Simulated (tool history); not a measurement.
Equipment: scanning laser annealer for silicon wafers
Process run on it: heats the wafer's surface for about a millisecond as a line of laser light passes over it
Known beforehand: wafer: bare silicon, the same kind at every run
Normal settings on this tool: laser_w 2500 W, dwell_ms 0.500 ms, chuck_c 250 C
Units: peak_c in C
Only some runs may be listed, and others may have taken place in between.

Run 1, day 0.000: usual settings. Result: peak_c 933 C.
Run 2, day 0.762: usual settings. Result: peak_c 929 C.
Run 3, day 1.554: usual settings. Result: peak_c 932 C.
Run 4, day 1.962: usual settings. Result: peak_c 931 C.
Run 5, day 2.583: usual settings. Result: peak_c 933 C.
Run 6, day 3.188: usual settings but dwell_ms 0.480 ms. Result: peak_c 915 C.
Run 7, day 3.588: usual settings but dwell_ms 0.480 ms, chuck_c 232 C. Result: peak_c 897 C.
Run 8, day 4.021: usual settings but dwell_ms 0.480 ms, chuck_c 232 C. Result: peak_c 896 C.
Run 9, day 4.600: usual settings but dwell_ms 0.480 ms, chuck_c 232 C. Result: peak_c 898 C.
Run 10, day 5.388: usual settings but laser_w 2711 W. Result: peak_c 981 C.
Run 11, day 5.850: usual settings but laser_w 2711 W. Result: peak_c 980 C.
Run 12, day 6.675: usual settings. Result: peak_c 927 C.
Run 13, day 7.446: usual settings. Result: peak_c 926 C.
Run 14, day 8.258: usual settings. Result: peak_c 926 C.
Run 15, day 8.758: usual settings. Result: peak_c 928 C.
Run 16, day 9.538: usual settings but chuck_c 264 C. Result: peak_c 941 C.
Run 17, day 10.204: usual settings but chuck_c 264 C. Result: peak_c 941 C.
Run 18, day 10.883: usual settings but chuck_c 264 C. Result: peak_c 940 C.
Run 19, day 11.388: usual settings but chuck_c 285 C. Result: peak_c 962 C.
Run 20, day 11.983: usual settings. Result: peak_c 926 C.
Run 21, day 12.746: usual settings. Result: peak_c 924 C.
Run 22, day 13.646: usual settings but laser_w 2561 W, dwell_ms 0.545 ms, chuck_c 279 C. Result: peak_c 1005 C.
Run 23, day 14.100: usual settings but laser_w 2561 W, dwell_ms 0.545 ms, chuck_c 279 C. Result: peak_c 1003 C.
Run 24, day 14.758: usual settings but laser_w 2561 W, dwell_ms 0.545 ms, chuck_c 279 C. Result: peak_c 1004 C.
Run 25, day 15.250: usual settings but laser_w 2466 W, dwell_ms 0.555 ms, chuck_c 211 C. Result: peak_c 917 C.
Run 26, day 16.038: usual settings but laser_w 2670 W, dwell_ms 0.474 ms, chuck_c 211 C. Result: peak_c 908 C.
Run 27, day 16.533: usual settings but laser_w 2413 W, dwell_ms 0.502 ms, chuck_c 211 C. Result: peak_c 865 C.
Run 28, day 16.917: usual settings but laser_w 2413 W, dwell_ms 0.502 ms, chuck_c 211 C. Result: peak_c 863 C.
Run 29, day 17.658: usual settings but laser_w 2125 W. Result: peak_c 824 C.
Run 30, day 18.558: usual settings but laser_w 2125 W. Result: peak_c 825 C.
Run 31, day 19.158: usual settings but laser_w 2125 W. Result: peak_c 825 C.
At day 19.654: window over the wafer cleaned.
Run 32, day 19.833: usual settings but laser_w 2628 W, dwell_ms 0.400 ms. Result: peak_c 894 C.
Run 33, day 20.662: usual settings but laser_w 2628 W, dwell_ms 0.449 ms. Result: peak_c 937 C.
Run 34, day 21.071: usual settings but laser_w 2559 W, dwell_ms 0.362 ms, chuck_c 268 C. Result: peak_c 858 C.
Run 35, day 21.496: usual settings but dwell_ms 0.431 ms. Result: peak_c 890 C.
Run 36, day 21.979: usual settings but dwell_ms 0.560 ms, chuck_c 286 C. Result: peak_c 1034 C.
Run 37, day 22.879: usual settings but laser_w 2226 W, dwell_ms 0.475 ms, chuck_c 265 C. Result: peak_c 870 C.
Run 38, day 23.362: usual settings but laser_w 2226 W, dwell_ms 0.475 ms, chuck_c 265 C. Result: peak_c 870 C.
Run 39, day 24.046: usual settings but laser_w 2226 W, dwell_ms 0.475 ms, chuck_c 265 C. Result: peak_c 872 C.
Run 40, day 24.562: usual settings but laser_w 2226 W, dwell_ms 0.475 ms, chuck_c 265 C. Result: peak_c 871 C.
Run 41, day 25.421: usual settings but laser_w 2226 W, dwell_ms 0.475 ms, chuck_c 265 C. Result: peak_c 869 C.

What if the next run were any one of these 4? Each begins from the tool's condition after run 41:
Run A, day 25.829: usual settings but chuck_c 260 C. Result: peak_c ?.
Run B, day 25.829: usual settings but laser_w 2575 W, dwell_ms 0.446 ms, chuck_c 248 C. Result: peak_c ?.
Run C, day 25.829: usual settings but laser_w 2213 W, dwell_ms 0.421 ms, chuck_c 266 C. Result: peak_c ?.
Run D, day 25.829: usual settings but laser_w 2509 W, dwell_ms 0.475 ms, chuck_c 265 C. Result: peak_c ?.

run  peak_c
  A     957
  B     920
  C     827
  D     944
With no hidden state in the tool, these same runs would have given:
run  peak_c
  A     966
  B     928
  C     834
  D     952

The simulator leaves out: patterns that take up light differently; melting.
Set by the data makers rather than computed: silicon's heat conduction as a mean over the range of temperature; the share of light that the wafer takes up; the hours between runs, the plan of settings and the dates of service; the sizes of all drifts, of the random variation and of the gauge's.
